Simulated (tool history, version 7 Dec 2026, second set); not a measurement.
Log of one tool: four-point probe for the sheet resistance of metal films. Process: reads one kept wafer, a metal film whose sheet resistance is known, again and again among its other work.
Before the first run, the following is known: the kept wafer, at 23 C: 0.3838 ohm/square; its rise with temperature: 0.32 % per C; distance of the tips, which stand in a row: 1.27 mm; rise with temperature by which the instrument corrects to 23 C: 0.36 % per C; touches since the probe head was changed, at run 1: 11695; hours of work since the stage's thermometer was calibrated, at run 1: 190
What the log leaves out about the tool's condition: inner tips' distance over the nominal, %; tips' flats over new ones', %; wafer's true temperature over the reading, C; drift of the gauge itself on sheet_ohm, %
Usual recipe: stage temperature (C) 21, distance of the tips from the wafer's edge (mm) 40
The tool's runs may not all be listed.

run,hour,stage temperature (C),distance of the tips from the wafer's edge (mm),touches since the probe head was changed,hours of work since the stage's thermometer was calibrated,sheet resistance as the instrument gives it (ohm/square)
1,0.0,21,40,11695,190,0.384656
2,10.1,21,49,11887,195,0.384698
3,22.8,21,49,12126,201,0.384607
4,44.3,21,40,12534,211,0.384641
5,58.7,27,40,12806,218,0.383840
6,79.7,27,40,13202,227,0.384011
7,91.3,30,40,13423,233,0.383432
8,105.5,21,20,13690,239,0.385356
9,119.3,21,20,13951,246,0.385578
10,135.2,21,20,14252,253,0.385421
11,152.7,24,40,14583,261,0.384443
12,169.7,24,40,14905,269,0.384566
13,189.9,24,40,15286,278,0.384425
14,208.9,24,40,15645,287,0.384453
15,230.7,24,40,16059,297,0.384393
16,252.5,23,14,16469,307,0.386060
17,274.1,26,9,16879,317,0.388033
18,295.7,26,9,17286,327,0.388182
# hour 297.1: stage's thermometer calibrated
19,310.3,26,9,17554,6,0.388119
20,321.2,32,8,17759,11,0.388553
21,338.0,32,8,18076,19,0.388352
22,348.1,26,3,18269,24,0.417757
# hour 360.9: stage's thermometer calibrated, once more
23,367.2,26,3,18620,3,0.417411
24,384.8,18,12,18953,11,0.387530
25,403.5,18,12,19306,20,0.387575
26,419.3,18,12,19605,27,0.387582
27,433.2,30,17,19868,34,0.384711
28,455.0,30,6,20281,44,0.392626

4 options for the next run, each taken on its own from the tool as it stands now. Forecast them:
A,477.9,20,5,20714,54,?
B,477.9,19,8,20714,54,?
C,477.9,28,47,20714,54,?
D,477.9,27,42,20714,54,?

run,sheet resistance as the instrument gives it (ohm/square)
A,0.397903
B,0.390422
C,0.384082
D,0.384300
Stripped of hidden state, with their random variation kept, the same runs would have yielded:
run,sheet resistance as the instrument gives it (ohm/square)
A,0.397102
B,0.389635
C,0.383307
D,0.383525
